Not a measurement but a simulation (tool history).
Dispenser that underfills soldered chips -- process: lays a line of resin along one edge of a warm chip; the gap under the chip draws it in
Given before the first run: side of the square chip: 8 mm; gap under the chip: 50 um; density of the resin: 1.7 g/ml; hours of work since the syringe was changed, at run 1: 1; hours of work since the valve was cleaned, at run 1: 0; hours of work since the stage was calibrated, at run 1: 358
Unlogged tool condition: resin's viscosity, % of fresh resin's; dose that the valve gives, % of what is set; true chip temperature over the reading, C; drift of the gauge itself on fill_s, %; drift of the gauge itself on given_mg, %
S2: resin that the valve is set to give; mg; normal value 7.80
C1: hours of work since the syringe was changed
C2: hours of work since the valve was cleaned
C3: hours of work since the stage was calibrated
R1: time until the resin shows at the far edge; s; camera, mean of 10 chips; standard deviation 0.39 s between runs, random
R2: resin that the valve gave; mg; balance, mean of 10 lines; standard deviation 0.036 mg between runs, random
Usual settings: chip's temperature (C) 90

{"run": 1, "hour": 0.0, "chip's temperature (C)": 90, "S2": 7.8, "C1": 1, "C2": 0, "C3": 358, "R1": 25.2, "R2": 7.73}
{"hour": 12.4, "done": "new syringe of resin"}
{"run": 2, "hour": 13.0, "chip's temperature (C)": 90, "S2": 7.07, "C1": 0, "C2": 10, "C3": 368, "R1": 24.1, "R2": 7.06}
{"run": 3, "hour": 20.1, "chip's temperature (C)": 90, "S2": 7.07, "C1": 6, "C2": 15, "C3": 373, "R1": 34.9, "R2": 7.09}
{"hour": 25.9, "done": "new syringe of resin"}
{"run": 4, "hour": 35.3, "chip's temperature (C)": 90, "S2": 7.07, "C1": 7, "C2": 27, "C3": 384, "R1": 37.9, "R2": 7.05}
{"hour": 39.6, "done": "new syringe of resin"}
{"run": 5, "hour": 44.4, "chip's temperature (C)": 90, "S2": 7.07, "C1": 4, "C2": 33, "C3": 391, "R1": 30.6, "R2": 6.98}
{"hour": 53.0, "done": "new syringe of resin"}
{"run": 6, "hour": 56.6, "chip's temperature (C)": 90, "S2": 7.8, "C1": 3, "C2": 42, "C3": 400, "R1": 27.9, "R2": 7.65}
{"hour": 66.1, "done": "new syringe of resin"}
{"run": 7, "hour": 68.2, "chip's temperature (C)": 90, "S2": 7.8, "C1": 2, "C2": 51, "C3": 409, "R1": 25.0, "R2": 7.6}
{"run": 8, "hour": 77.6, "chip's temperature (C)": 90, "S2": 7.8, "C1": 9, "C2": 58, "C3": 416, "R1": 42.5, "R2": 7.7}
{"hour": 80.1, "done": "new syringe of resin"}
{"run": 9, "hour": 88.3, "chip's temperature (C)": 90, "S2": 7.8, "C1": 6, "C2": 66, "C3": 424, "R1": 34.7, "R2": 7.66}
{"hour": 93.6, "done": "new syringe of resin"}
{"hour": 96.2, "done": "dispensing valve cleaned and set on the balance"}
{"run": 10, "hour": 97.5, "chip's temperature (C)": 90, "S2": 8.44, "C1": 2, "C2": 1, "C3": 430, "R1": 25.6, "R2": 8.39}
{"hour": 108.5, "done": "new syringe of resin"}
{"run": 11, "hour": 114.4, "chip's temperature (C)": 90, "S2": 8.44, "C1": 5, "C2": 14, "C3": 443, "R1": 30.7, "R2": 8.38}
{"hour": 122.2, "done": "new syringe of resin"}
{"run": 12, "hour": 131.3, "chip's temperature (C)": 90, "S2": 9.98, "C1": 7, "C2": 26, "C3": 456, "R1": 36.0, "R2": 9.92}
{"hour": 135.1, "done": "new syringe of resin"}
{"run": 13, "hour": 142.2, "chip's temperature (C)": 90, "S2": 7.8, "C1": 5, "C2": 35, "C3": 464, "R1": 32.8, "R2": 7.74}
{"hour": 148.2, "done": "new syringe of resin"}
{"run": 14, "hour": 156.6, "chip's temperature (C)": 101, "S2": 7.8, "C1": 6, "C2": 45, "C3": 475, "R1": 23.1, "R2": 7.62}
{"hour": 161.4, "done": "new syringe of resin"}
{"run": 15, "hour": 166.8, "chip's temperature (C)": 90, "S2": 7.8, "C1": 4, "C2": 53, "C3": 482, "R1": 30.4, "R2": 7.68}
{"hour": 175.1, "done": "new syringe of resin"}
{"run": 16, "hour": 176.2, "chip's temperature (C)": 82, "S2": 7.8, "C1": 1, "C2": 60, "C3": 489, "R1": 31.5, "R2": 7.64}
{"hour": 189.0, "done": "new syringe of resin"}
{"run": 17, "hour": 189.2, "chip's temperature (C)": 84, "S2": 7.8, "C1": 0, "C2": 70, "C3": 499, "R1": 29.1, "R2": 7.6}
{"hour": 192.3, "done": "dispensing valve cleaned and set on the balance"}
{"hour": 203.7, "done": "new syringe of resin"}
{"run": 18, "hour": 204.8, "chip's temperature (C)": 81, "S2": 8.79, "C1": 1, "C2": 9, "C3": 510, "R1": 33.3, "R2": 8.71}
{"hour": 207.1, "done": "stage's temperature calibrated"}
{"run": 19, "hour": 212.7, "chip's temperature (C)": 86, "S2": 7.98, "C1": 6, "C2": 15, "C3": 4, "R1": 44.0, "R2": 7.94}
{"hour": 217.8, "done": "new syringe of resin"}
{"run": 20, "hour": 223.9, "chip's temperature (C)": 90, "S2": 8.08, "C1": 5, "C2": 23, "C3": 13, "R1": 33.1, "R2": 8.02}
{"hour": 231.2, "done": "new syringe of resin"}
{"run": 21, "hour": 239.4, "chip's temperature (C)": 75, "S2": 10.06, "C1": 6, "C2": 35, "C3": 24, "R1": 68.2, "R2": 9.92}
{"hour": 245.0, "done": "new syringe of resin"}
{"run": 22, "hour": 254.2, "chip's temperature (C)": 101, "S2": 10.05, "C1": 7, "C2": 46, "C3": 35, "R1": 24.8, "R2": 9.88}
{"hour": 258.7, "done": "new syringe of resin"}
{"run": 23, "hour": 263.7, "chip's temperature (C)": 77, "S2": 10.05, "C1": 4, "C2": 53, "C3": 43, "R1": 52.8, "R2": 9.87}
{"hour": 272.2, "done": "new syringe of resin"}
{"run": 24, "hour": 278.8, "chip's temperature (C)": 94, "S2": 7.28, "C1": 5, "C2": 64, "C3": 54, "R1": 30.0, "R2": 7.1}
{"hour": 286.1, "done": "new syringe of resin"}
{"hour": 289.3, "done": "dispensing valve cleaned and set on the balance"}
{"run": 25, "hour": 292.6, "chip's temperature (C)": 88, "S2": 7.11, "C1": 4, "C2": 3, "C3": 63, "R1": 35.7, "R2": 7.08}
{"hour": 300.5, "done": "new syringe of resin"}
{"run": 26, "hour": 301.8, "chip's temperature (C)": 96, "S2": 9.21, "C1": 1, "C2": 9, "C3": 70, "R1": 19.5, "R2": 9.15}
{"hour": 313.5, "done": "new syringe of resin"}
{"run": 27, "hour": 314.6, "chip's temperature (C)": 96, "S2": 9.21, "C1": 1, "C2": 19, "C3": 80, "R1": 19.2, "R2": 9.22}
{"run": 28, "hour": 323.1, "chip's temperature (C)": 84, "S2": 9.36, "C1": 7, "C2": 25, "C3": 86, "R1": 50.1, "R2": 9.23}
{"hour": 327.3, "done": "new syringe of resin"}
{"run": 29, "hour": 332.3, "chip's temperature (C)": 86, "S2": 7.04, "C1": 4, "C2": 32, "C3": 93, "R1": 37.5, "R2": 6.95}
{"hour": 340.3, "done": "new syringe of resin"}
{"run": 30, "hour": 340.3, "chip's temperature (C)": 103, "S2": 6.85, "C1": 0, "C2": 38, "C3": 99, "R1": 15.3, "R2": 6.79}
{"run": 31, "hour": 348.6, "chip's temperature (C)": 103, "S2": 6.85, "C1": 6, "C2": 45, "C3": 106, "R1": 23.9, "R2": 6.74}
{"hour": 353.7, "done": "new syringe of resin"}
{"run": 32, "hour": 356.2, "chip's temperature (C)": 103, "S2": 6.85, "C1": 2, "C2": 50, "C3": 111, "R1": 16.8, "R2": 6.73}
{"hour": 367.2, "done": "new syringe of resin"}
{"run": 33, "hour": 370.1, "chip's temperature (C)": 87, "S2": 7.24, "C1": 2, "C2": 61, "C3": 122, "R1": 31.0, "R2": 7.08}
{"run": 34, "hour": 378.5, "chip's temperature (C)": 87, "S2": 7.24, "C1": 9, "C2": 67, "C3": 128, "R1": 50.5, "R2": 7.1}

Here are 3 independent what-if runs from the current tool condition. What would each one return?
{"hour": 381.2, "done": "new syringe of resin"}
{"hour": 384.5, "done": "dispensing valve cleaned and set on the balance"}
{"hour": 395.2, "done": "new syringe of resin"}
{"run": "A", "hour": 395.5, "chip's temperature (C)": 86, "S2": 8.01, "C1": 0, "C2": 8, "C3": 140, "R1": "?", "R2": "?"}
{"hour": 381.2, "done": "new syringe of resin"}
{"hour": 384.5, "done": "dispensing valve cleaned and set on the balance"}
{"hour": 395.2, "done": "new syringe of resin"}
{"run": "B", "hour": 395.5, "chip's temperature (C)": 94, "S2": 7.24, "C1": 0, "C2": 8, "C3": 140, "R1": "?", "R2": "?"}
{"hour": 381.2, "done": "new syringe of resin"}
{"hour": 384.5, "done": "dispensing valve cleaned and set on the balance"}
{"hour": 395.2, "done": "new syringe of resin"}
{"run": "C", "hour": 395.5, "chip's temperature (C)": 98, "S2": 7.16, "C1": 0, "C2": 8, "C3": 140, "R1": "?", "R2": "?"}

run=A R1=27.4 R2=7.88
run=B R1=20.8 R2=7.18
run=C R1=19.2 R2=7.13
Take away the tool's hidden state, keep each run's random variation, and the runs would have read:
run=A R1=27.7 R2=7.94
run=B R1=21.0 R2=7.23
run=C R1=19.4 R2=7.18

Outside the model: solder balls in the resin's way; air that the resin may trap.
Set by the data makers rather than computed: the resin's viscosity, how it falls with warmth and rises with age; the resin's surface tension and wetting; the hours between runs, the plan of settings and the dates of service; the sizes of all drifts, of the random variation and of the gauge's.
